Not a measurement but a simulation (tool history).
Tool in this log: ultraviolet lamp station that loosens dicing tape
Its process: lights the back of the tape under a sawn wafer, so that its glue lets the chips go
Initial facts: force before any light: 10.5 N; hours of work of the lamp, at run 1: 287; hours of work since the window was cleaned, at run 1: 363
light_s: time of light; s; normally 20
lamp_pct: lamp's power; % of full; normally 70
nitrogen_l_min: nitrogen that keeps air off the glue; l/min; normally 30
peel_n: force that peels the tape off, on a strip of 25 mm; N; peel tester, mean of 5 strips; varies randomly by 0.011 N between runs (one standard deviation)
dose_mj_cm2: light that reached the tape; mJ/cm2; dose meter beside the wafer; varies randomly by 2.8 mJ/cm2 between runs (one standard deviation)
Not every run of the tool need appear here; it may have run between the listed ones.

run	hour	light_s	lamp_pct	nitrogen_l_min	hours of work of the lamp	hours of work since the window was cleaned	peel_n	dose_mj_cm2
1	0.0	20	70	30	287	363	0.483	393
2	9.2	40	70	30	294	370	0.096	791
3	13.6	40	70	30	298	374	0.097	794
4	22.0	20	70	11	304	380	1.355	397
5	29.4	20	70	30	310	386	0.498	402
6	36.9	20	72	30	316	392	0.450	409
7	43.8	20	72	30	321	397	0.451	406
8	48.3	11	64	57	325	401	1.335	200
9	56.3	21	70	42	331	407	0.279	411
10	63.5	21	70	42	337	413	0.294	414
11	67.8	36	84	36	340	416	0.085	848
12	73.7	10	80	34	345	421	1.596	222
13	81.4	10	80	34	351	427	1.546	228

The next listed run, before its measurement:
14	85.7	29	74	30	354	430	?	?

Run 14 measured peel_n 0.145 N, dose_mj_cm2 603 mJ/cm2.
If the tool had no hidden condition, the same run with the same run-to-run variation would have returned peel_n 0.145 N, dose_mj_cm2 603 mJ/cm2.
